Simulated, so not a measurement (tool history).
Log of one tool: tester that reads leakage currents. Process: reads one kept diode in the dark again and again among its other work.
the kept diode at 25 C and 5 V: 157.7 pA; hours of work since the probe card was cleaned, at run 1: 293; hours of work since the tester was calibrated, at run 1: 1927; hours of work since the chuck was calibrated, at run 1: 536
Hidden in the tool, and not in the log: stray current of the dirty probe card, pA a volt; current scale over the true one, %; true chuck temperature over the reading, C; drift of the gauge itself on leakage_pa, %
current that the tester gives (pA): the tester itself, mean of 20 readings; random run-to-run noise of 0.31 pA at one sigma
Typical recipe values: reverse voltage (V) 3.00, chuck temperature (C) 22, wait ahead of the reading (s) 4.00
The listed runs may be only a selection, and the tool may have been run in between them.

run	hour	reverse voltage (V)	chuck temperature (C)	wait ahead of the reading (s)	hours of work since the probe card was cleaned	hours of work since the tester was calibrated	hours of work since the chuck was calibrated	current that the tester gives (pA)
1	0.0	3.00	22	4.00	293	1927	536	109.10
2	210.0	3.00	22	4.00	400	2034	643	110.24
3	388.6	3.00	22	4.00	490	2124	733	111.65
4	652.5	3.00	22	4.00	624	2258	867	113.28
5	881.4	3.00	22	4.00	740	2374	983	114.21
6	1160.0	3.00	22	4.00	881	2515	1124	115.98
7	1403.3	3.00	22	4.00	1004	2638	1247	117.03
8	1670.6	3.00	34	4.00	1140	2774	1383	307.19
9	1832.7	3.00	34	4.00	1222	2856	1465	306.62
10	1996.1	3.00	34	4.00	1305	2939	1548	308.60
11	2218.0	3.00	22	4.00	1417	3051	1660	121.27
12	2333.0	14.45	22	4.00	1476	3110	1719	232.49
# hour 2352.9: tester calibrated
# hour 2412.2: chuck's temperature calibrated
13	2587.0	3.00	22	2.95	1602	118	89	110.48
# hour 2762.5: tester calibrated, once more
14	2799.9	3.00	22	2.95	1709	19	195	108.04
15	3016.3	3.00	22	4.00	1819	129	305	109.14
16	3220.5	3.00	22	4.00	1923	232	409	110.57
17	3408.4	3.00	22	4.00	2018	327	504	111.12
18	3679.0	3.00	22	4.00	2155	465	641	113.23
19	3815.6	3.00	22	4.00	2224	534	710	114.31
20	4023.2	4.93	53	9.65	2329	639	816	1387.53
21	4202.9	4.93	38	9.65	2420	730	907	483.09
22	4463.5	1.51	53	6.05	2553	862	1039	903.95
23	4673.6	1.51	53	6.05	2659	969	1145	913.74
# hour 4864.5: probe card cleaned and baked
24	4944.5	3.00	29	8.98	41	1104	1281	197.60
25	5146.3	3.00	53	2.13	143	1207	1383	1180.29
26	5390.6	3.00	53	2.13	267	1331	1507	1186.78
27	5573.6	3.00	49	9.62	359	1423	1600	907.61
28	5845.9	2.34	20	1.28	497	1561	1738	89.97
# hour 5895.9: chuck's temperature calibrated
29	6038.6	2.34	20	1.28	594	1658	72	80.35
30	6165.0	4.42	38	0.97	658	1722	136	429.57
31	6306.4	4.42	38	0.97	730	1794	208	433.06
32	6436.4	4.42	38	0.97	796	1860	274	436.46
33	6660.8	3.54	45	9.21	909	1973	388	678.18
34	6794.1	3.92	37	9.21	977	2041	455	390.52
35	7056.8	2.63	22	5.95	1110	2174	588	103.48
36	7317.8	2.67	50	4.00	1243	2306	721	890.59
37	7437.7	19.18	56	2.34	1303	2367	782	2819.47
38	7620.3	19.18	56	2.34	1396	2460	874	2839.03

Predict each of these 3 candidate next runs independently; none follows another, all start after run 38:
A	7827.6	3.00	22	2.40	1501	2565	979	?
B	7827.6	7.03	22	5.98	1501	2565	979	?
C	7827.6	19.18	30	8.74	1501	2565	979	?

run	current that the tester gives (pA)
A	113.24
B	159.83
C	445.14
With the hidden condition removed and each run's random variation left untouched, the same runs would have given:
run	current that the tester gives (pA)
A	101.44
B	139.42
C	389.98
